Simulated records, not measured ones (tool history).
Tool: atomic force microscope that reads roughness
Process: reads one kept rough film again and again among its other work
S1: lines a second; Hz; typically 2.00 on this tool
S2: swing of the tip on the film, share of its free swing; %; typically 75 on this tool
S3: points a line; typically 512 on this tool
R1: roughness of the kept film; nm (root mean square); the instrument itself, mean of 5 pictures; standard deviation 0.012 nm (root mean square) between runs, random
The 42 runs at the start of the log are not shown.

run	day	S1	S2	S3	R1
43	83.908	2.00	56	266	2.490
44	85.154	2.00	59	512	2.445
# day 85.612: new tip fitted
# day 86.371: height scale calibrated on a step standard
45	86.725	2.74	69	512	2.693
46	88.104	2.74	69	512	2.632
47	89.550	0.59	78	546	2.699
48	91.417	0.59	59	546	2.676
49	93.033	1.98	59	400	2.519
50	95.296	1.98	67	905	2.379
# day 95.596: new tip fitted
51	96.521	1.98	67	905	2.774

Consider 3 possible next runs. They are alternatives, not a sequence: every one starts from the tool as it was left by run 51. What does each give?
A	98.962	0.67	72	512	?
B	98.962	1.61	56	905	?
C	98.962	3.56	56	512	?

run	R1
A	2.718
B	2.736
C	2.660
Take away the tool's hidden state, keep each run's random variation, and the runs would have read:
run	R1
A	2.932
B	2.951
C	2.868

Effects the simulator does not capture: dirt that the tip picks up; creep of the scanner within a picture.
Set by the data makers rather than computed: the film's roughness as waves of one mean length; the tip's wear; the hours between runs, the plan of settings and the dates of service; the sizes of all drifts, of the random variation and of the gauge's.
